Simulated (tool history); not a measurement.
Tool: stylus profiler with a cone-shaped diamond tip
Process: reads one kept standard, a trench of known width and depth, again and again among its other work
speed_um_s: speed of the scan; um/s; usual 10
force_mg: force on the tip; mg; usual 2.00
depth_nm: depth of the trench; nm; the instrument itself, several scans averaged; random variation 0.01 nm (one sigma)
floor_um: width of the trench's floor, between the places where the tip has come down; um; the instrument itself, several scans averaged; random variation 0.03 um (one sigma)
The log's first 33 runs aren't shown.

Run 34, hour 739.8: usual settings but speed_um_s 24 um/s, force_mg 0.92 mg. Result: depth_nm 100.31 nm, floor_um 48.61 um.
Run 35, hour 762.1: usual settings but speed_um_s 4 um/s, force_mg 3.13 mg. Result: depth_nm 100.67 nm, floor_um 48.78 um.
Run 36, hour 789.4: usual settings but speed_um_s 2 um/s, force_mg 3.13 mg. Result: depth_nm 100.68 nm, floor_um 48.75 um.
Run 37, hour 820.1: usual settings but speed_um_s 30 um/s, force_mg 2.56 mg. Result: depth_nm 100.59 nm, floor_um 48.69 um.
Run 38, hour 843.3: usual settings but speed_um_s 2 um/s, force_mg 1.04 mg. Result: depth_nm 100.31 nm, floor_um 48.71 um.
Run 39, hour 874.6: usual settings but speed_um_s 5 um/s, force_mg 4.64 mg. Result: depth_nm 100.88 nm, floor_um 48.70 um.
Run 40, hour 903.9: usual settings but force_mg 0.75 mg. Result: depth_nm 100.25 nm, floor_um 48.71 um.
Run 41, hour 928.6: usual settings but force_mg 0.75 mg. Result: depth_nm 100.28 nm, floor_um 48.67 um.
Run 42, hour 957.1: usual settings but speed_um_s 9 um/s, force_mg 0.75 mg. Result: depth_nm 100.28 nm, floor_um 48.66 um.
Run 43, hour 980.1: usual settings but speed_um_s 23 um/s, force_mg 2.80 mg. Result: depth_nm 100.62 nm, floor_um 48.64 um.
Run 44, hour 996.3: usual settings but speed_um_s 23 um/s, force_mg 2.80 mg. Result: depth_nm 100.62 nm, floor_um 48.72 um.
Run 45, hour 1018.5: usual settings but speed_um_s 17 um/s, force_mg 1.41 mg. Result: depth_nm 100.39 nm, floor_um 48.65 um.
Run 46, hour 1035.1: usual settings but speed_um_s 17 um/s, force_mg 1.41 mg. Result: depth_nm 100.40 nm, floor_um 48.66 um.
Run 47, hour 1058.7: usual settings but speed_um_s 40 um/s, force_mg 2.64 mg. Result: depth_nm 100.61 nm, floor_um 48.71 um.

3 ways to go on from here, each from the tool as it stands after run 47. What would each give?
Run A, hour 1088.3: usual settings but speed_um_s 40 um/s, force_mg 4.57 mg. Result: depth_nm ?, floor_um ?.
Run B, hour 1088.3: usual settings but speed_um_s 29 um/s, force_mg 3.40 mg. Result: depth_nm ?, floor_um ?.
Run C, hour 1088.3: usual settings but force_mg 0.71 mg. Result: depth_nm ?, floor_um ?.

run  depth_nm  floor_um
  A    100.87     48.59
  B    100.72     48.64
  C    100.25     48.63
Without the tool's hidden state the same runs would have given:
run  depth_nm  floor_um
  A    100.87     48.61
  B    100.71     48.66
  C    100.25     48.65
